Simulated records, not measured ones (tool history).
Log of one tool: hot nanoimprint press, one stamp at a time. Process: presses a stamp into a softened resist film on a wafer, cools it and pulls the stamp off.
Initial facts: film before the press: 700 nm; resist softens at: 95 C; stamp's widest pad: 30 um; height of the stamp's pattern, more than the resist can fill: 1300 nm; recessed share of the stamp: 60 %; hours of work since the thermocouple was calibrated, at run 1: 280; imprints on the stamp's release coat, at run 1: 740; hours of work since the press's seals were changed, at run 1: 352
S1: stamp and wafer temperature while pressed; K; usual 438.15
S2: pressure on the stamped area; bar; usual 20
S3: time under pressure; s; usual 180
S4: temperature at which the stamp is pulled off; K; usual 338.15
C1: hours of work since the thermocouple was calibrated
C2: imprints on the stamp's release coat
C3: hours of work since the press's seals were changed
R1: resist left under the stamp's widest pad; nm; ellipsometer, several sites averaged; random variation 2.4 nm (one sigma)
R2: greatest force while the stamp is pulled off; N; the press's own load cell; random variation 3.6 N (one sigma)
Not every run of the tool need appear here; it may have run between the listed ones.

run,hour,S1,S2,S3,S4,C1,C2,C3,R1,R2
1,0,438.15,20,180,338.15,280,740,352,377.6,181
2,26.5,438.15,20,180,338.15,294,815,366,378.8,182
3,65.4,438.15,20,180,338.15,314,924,385,377.4,177
4,89,438.15,20,180,338.15,326,991,397,375.6,174
5,128.9,438.15,20,180,338.15,346,1104,418,378.7,181
6,151.9,446.15,20,180,338.15,358,1168,429,245.7,178
7,172.7,438.15,20,180,338.15,368,1227,440,376.8,177
# hour 202: plate thermocouple calibrated
8,202,438.15,13.4,180,338.15,0,1301,453,450.8,180
9,224.8,438.15,13.4,180,338.15,12,1366,465,446.6,190
10,257.3,438.15,20,180,338.15,28,1457,482,392.8,195
11,289,438.15,20,180,338.15,44,1547,498,390,188
12,310.8,438.15,20,180,338.15,55,1608,509,390.4,196
13,339.3,438.15,20,180,338.15,70,1689,523,386.5,192
14,367.8,438.15,20,180,338.15,84,1769,538,388.1,193
15,389.3,438.15,20,180,338.15,95,1829,549,386.6,189
16,406.2,429.15,20,180,338.15,104,1877,557,553.9,194
17,434.1,429.15,20,180,338.15,118,1956,572,559.1,193
18,470.7,429.15,20,180,338.15,137,2059,590,557.3,196
19,496.1,438.15,27.3,106,328.15,150,2131,603,412.4,227
20,514.3,438.15,28.9,142,337.15,159,2182,612,367.5,196
21,542.2,438.15,28.9,142,337.15,173,2261,627,365.4,200
22,570.1,438.15,28.9,142,337.15,188,2340,641,365,201
# hour 585.7: stamp cleaned and given a new release coat
23,599.1,445.15,20,180,328.15,199,38,653,264.9,208
24,624.1,449.15,16.4,336,323.15,212,108,665,174.8,219
25,647.8,437.15,16.4,136,323.15,224,175,677,464.1,224
26,683.8,430.15,12.9,189,331.15,242,276,696,567.5,202
27,709.5,430.15,12.9,189,331.15,255,349,709,573.1,199
28,729.4,427.15,20,180,340.15,266,405,719,581.5,173
29,766.3,427.15,20,180,340.15,284,509,738,573.2,163
30,803.7,427.15,20,180,340.15,303,614,757,578.6,166

Below are 4 alternative next runs, each starting from the tool's condition after run 30. Predict each:
A,840.4,427.15,18.9,201,334.15,322,718,775,?,?
B,840.4,427.15,12.6,227,343.15,322,718,775,?,?
C,840.4,450.15,20,180,340.15,322,718,775,?,?
D,840.4,431.15,20,99,340.15,322,718,775,?,?

run,R1,R2
A,575.9,192
B,595.7,163
C,195.5,169
D,567.1,172
With no hidden state in the tool, these same runs would have given:
run,R1,R2
A,592.9,189
B,611.1,161
C,206.4,167
D,582.4,170

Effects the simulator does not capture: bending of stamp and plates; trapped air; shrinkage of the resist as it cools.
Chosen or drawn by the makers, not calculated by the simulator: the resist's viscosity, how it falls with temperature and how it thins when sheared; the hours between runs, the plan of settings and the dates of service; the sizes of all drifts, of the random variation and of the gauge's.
